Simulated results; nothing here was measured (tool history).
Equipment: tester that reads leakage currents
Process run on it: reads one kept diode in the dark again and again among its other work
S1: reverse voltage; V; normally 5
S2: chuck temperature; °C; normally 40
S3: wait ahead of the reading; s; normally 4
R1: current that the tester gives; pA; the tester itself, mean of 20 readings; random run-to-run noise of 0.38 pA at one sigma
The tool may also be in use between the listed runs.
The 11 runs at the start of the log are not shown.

{"run": 12, "hour": 1982.1, "S1": 5, "S2": 40, "S3": 1.81, "R1": 124.88}
{"run": 13, "hour": 2122.9, "S1": 5, "S2": 40, "S3": 1.81, "R1": 124.99}
{"run": 14, "hour": 2366.7, "S1": 5, "S2": 40, "S3": 1.81, "R1": 125.01}
{"run": 15, "hour": 2608.4, "S1": 5, "S2": 40, "S3": 1.81, "R1": 125.57}
{"run": 16, "hour": 2794.5, "S1": 1.89, "S2": 40, "S3": 4, "R1": 91.67}
{"run": 17, "hour": 3019.9, "S1": 1.34, "S2": 40, "S3": 4, "R1": 83.08}
{"run": 18, "hour": 3210.4, "S1": 5, "S2": 57, "S3": 0.7, "R1": 505.05}
{"hour": 3309.8, "done": "probe card cleaned and baked"}
{"run": 19, "hour": 3400.4, "S1": 5, "S2": 57, "S3": 0.7, "R1": 508.44}
{"run": 20, "hour": 3627.8, "S1": 1.33, "S2": 29, "S3": 0.54, "R1": 31.35}
{"run": 21, "hour": 3805.3, "S1": 1.33, "S2": 29, "S3": 0.54, "R1": 31.47}
{"run": 22, "hour": 4041.6, "S1": 7.02, "S2": 50, "S3": 4, "R1": 319.04}
{"run": 23, "hour": 4181.6, "S1": 7.02, "S2": 50, "S3": 4, "R1": 319.74}
{"run": 24, "hour": 4417.6, "S1": 2.35, "S2": 22, "S3": 0.69, "R1": 19.89}
{"run": 25, "hour": 4525.5, "S1": 1.23, "S2": 53, "S3": 6.91, "R1": 236.37}
{"run": 26, "hour": 4662.3, "S1": 12.42, "S2": 32, "S3": 4, "R1": 82.19}
{"run": 27, "hour": 4786.5, "S1": 2.04, "S2": 52, "S3": 1.13, "R1": 256.14}
{"hour": 4819.1, "done": "chuck's temperature calibrated"}
{"run": 28, "hour": 4902.3, "S1": 2.04, "S2": 52, "S3": 1.13, "R1": 257.2}
{"run": 29, "hour": 5070.5, "S1": 2.04, "S2": 52, "S3": 9.43, "R1": 256.83}
{"hour": 5299.4, "done": "probe card cleaned and baked"}
{"run": 30, "hour": 5299.4, "S1": 4.98, "S2": 21, "S3": 0.43, "R1": 25.56}

What will run 31 give?
{"run": 31, "hour": 5424.8, "S1": 1.23, "S2": 38, "S3": 4, "R1": "?"}

Run 31 produced R1 67.78 pA.
The same run, on a tool lacking any hidden state, would have yielded R1 67.78 pA.

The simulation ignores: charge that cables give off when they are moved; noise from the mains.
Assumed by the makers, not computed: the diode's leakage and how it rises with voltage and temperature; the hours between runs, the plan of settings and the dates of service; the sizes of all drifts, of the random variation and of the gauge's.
